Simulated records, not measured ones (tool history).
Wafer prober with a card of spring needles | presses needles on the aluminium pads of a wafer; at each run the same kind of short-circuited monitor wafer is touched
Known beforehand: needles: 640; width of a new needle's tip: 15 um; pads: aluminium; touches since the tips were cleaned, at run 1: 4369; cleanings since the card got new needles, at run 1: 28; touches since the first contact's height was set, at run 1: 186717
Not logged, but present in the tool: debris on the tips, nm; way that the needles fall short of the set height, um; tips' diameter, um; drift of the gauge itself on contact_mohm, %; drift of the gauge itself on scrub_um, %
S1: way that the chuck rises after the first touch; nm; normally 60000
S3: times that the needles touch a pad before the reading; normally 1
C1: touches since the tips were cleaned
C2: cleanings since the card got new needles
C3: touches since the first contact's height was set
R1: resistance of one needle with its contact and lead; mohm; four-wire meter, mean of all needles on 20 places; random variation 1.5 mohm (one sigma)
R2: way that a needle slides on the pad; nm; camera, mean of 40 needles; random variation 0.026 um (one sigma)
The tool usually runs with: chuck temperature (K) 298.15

Run 1, day 0: usual settings; C1 4369; C2 28; C3 186717. Result: R1 141 mohm, R2 12770 nm.
At day 0.338: tips cleaned on abrasive film.
At day 0.588: height of the first contact set anew.
Run 2, day 0.808: usual settings; C1 3059; C2 29; C3 1486. Result: R1 140 mohm, R2 12780 nm.
At day 1.375: tips cleaned on abrasive film.
Run 3, day 1.546: usual settings; C1 1145; C2 30; C3 6362. Result: R1 140 mohm, R2 12810 nm.
At day 2.392: tips cleaned on abrasive film.
Run 4, day 2.433: usual settings but S3 2; C1 268; C2 31; C3 12223. Result: R1 136 mohm, R2 12770 nm.
At day 3.362: tips cleaned on abrasive film.
Run 5, day 3.362: usual settings but S3 2; C1 0; C2 32; C3 18359. Result: R1 140 mohm, R2 12780 nm.
Run 6, day 4.108: usual settings but S1 56000 nm; C1 4970; C2 32; C3 23329. Result: R1 139 mohm, R2 11940 nm.
At day 4.371: tips cleaned on abrasive film.
Run 7, day 5.029: usual settings but S1 56000 nm; C1 4378; C2 33; C3 29425. Result: R1 140 mohm, R2 11910 nm.
At day 5.35: tips cleaned on abrasive film.
Run 8, day 5.679: usual settings but S1 56000 nm; C1 2183; C2 34; C3 33708. Result: R1 140 mohm, R2 11890 nm.
At day 6.304: tips cleaned on abrasive film.
Run 9, day 6.304: usual settings but S1 56000 nm; C1 0; C2 35; C3 37838. Result: R1 140 mohm, R2 11910 nm.
Run 10, day 7.25: usual settings but S3 2; C1 6281; C2 35; C3 44119. Result: R1 141 mohm, R2 12780 nm.
At day 7.325: tips cleaned on abrasive film.
Run 11, day 8.125: usual settings but chuck temperature (K) 392.15, S3 2; C1 5322; C2 36; C3 49927. Result: R1 156 mohm, R2 12770 nm.
At day 8.3: tips cleaned on abrasive film.
Run 12, day 8.671: usual settings but chuck temperature (K) 392.15, S3 2; C1 2477; C2 37; C3 53524. Result: R1 159 mohm, R2 12810 nm.
Run 13, day 9.138: usual settings; C1 5578; C2 37; C3 56625. Result: R1 140 mohm, R2 12770 nm.
At day 9.304: tips cleaned on abrasive film.
Run 14, day 9.7: usual settings but S1 56000 nm, chuck temperature (K) 331.15; C1 2631; C2 38; C3 60319. Result: R1 147 mohm, R2 11860 nm.

The next listed run, before its measurement:
Run 15, day 10.225: usual settings but S1 56000 nm, chuck temperature (K) 331.15; C1 6120; C2 38; C3 63808. Result: R1 ?, R2 ?.

Run 15 produced R1 147 mohm, R2 11960 nm.
Were there no unlogged condition in the tool, this run, its random variation unchanged, would have produced R1 147 mohm, R2 11960 nm.
